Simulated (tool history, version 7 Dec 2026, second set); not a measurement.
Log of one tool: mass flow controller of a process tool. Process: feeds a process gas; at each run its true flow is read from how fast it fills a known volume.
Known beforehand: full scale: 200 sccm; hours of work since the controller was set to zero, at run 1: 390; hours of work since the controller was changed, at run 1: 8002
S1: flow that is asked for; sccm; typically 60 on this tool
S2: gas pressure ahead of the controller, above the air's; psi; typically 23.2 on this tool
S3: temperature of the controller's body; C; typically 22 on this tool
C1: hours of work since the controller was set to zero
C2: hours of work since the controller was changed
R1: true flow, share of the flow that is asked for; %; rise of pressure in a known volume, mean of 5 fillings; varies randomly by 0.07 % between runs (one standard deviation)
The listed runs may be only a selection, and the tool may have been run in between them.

run    hour   S1    S2  S3    C1    C2      R1
  1     0.0   60  23.2  22   390  8002   99.33
  2   178.5   60  23.2  22   519  8131   99.47
  3   400.8   60  23.2  22   679  8292   99.57
  4   797.9   60  30.2  22   966  8578  100.11
  5   989.1   60  30.2  22  1104  8716  100.17
  6  1323.7   60  23.2  22  1346  8958  100.13
  7  1598.8   60  23.2  22  1545  9157  100.32
  8  1763.5   60  23.2  22  1663  9276  100.42
  9  2112.5   48  20.9  39  1916  9528  102.23
     2129.6  -- controller's zero set anew
     2254.1  -- controller exchanged for a calibrated one
 10  2483.5  114  28.6  22   166   166   98.43
 11  2668.9  185  33.9  22   300   300   99.74
 12  2922.3  155  29.9  22   483   483   99.17
 13  3103.5   29  34.4  22   613   613   98.18
 14  3452.4   61  23.2  21   865   865   97.96
 15  3818.8  165  30.6  26  1130  1130  100.22
 16  4165.1  165  30.6  26  1380  1380  100.34

Forecast each of these 3 alternatives for the next run:
     4195.4  -- controller's zero set anew, once more
  A  4564.1  165  30.6  30  266  1668   ?
     4195.4  -- controller's zero set anew, once more
  B  4564.1  183  22.2  21  266  1668   ?
     4195.4  -- controller's zero set anew, once more
  C  4564.1   60  23.2  22  266  1668   ?

run      R1
  A  100.71
  B   99.71
  C   98.17
The same runs, with their run-to-run variation unchanged, on a tool lacking any hidden condition would have given:
run      R1
  A  100.09
  B   99.11
  C   97.27
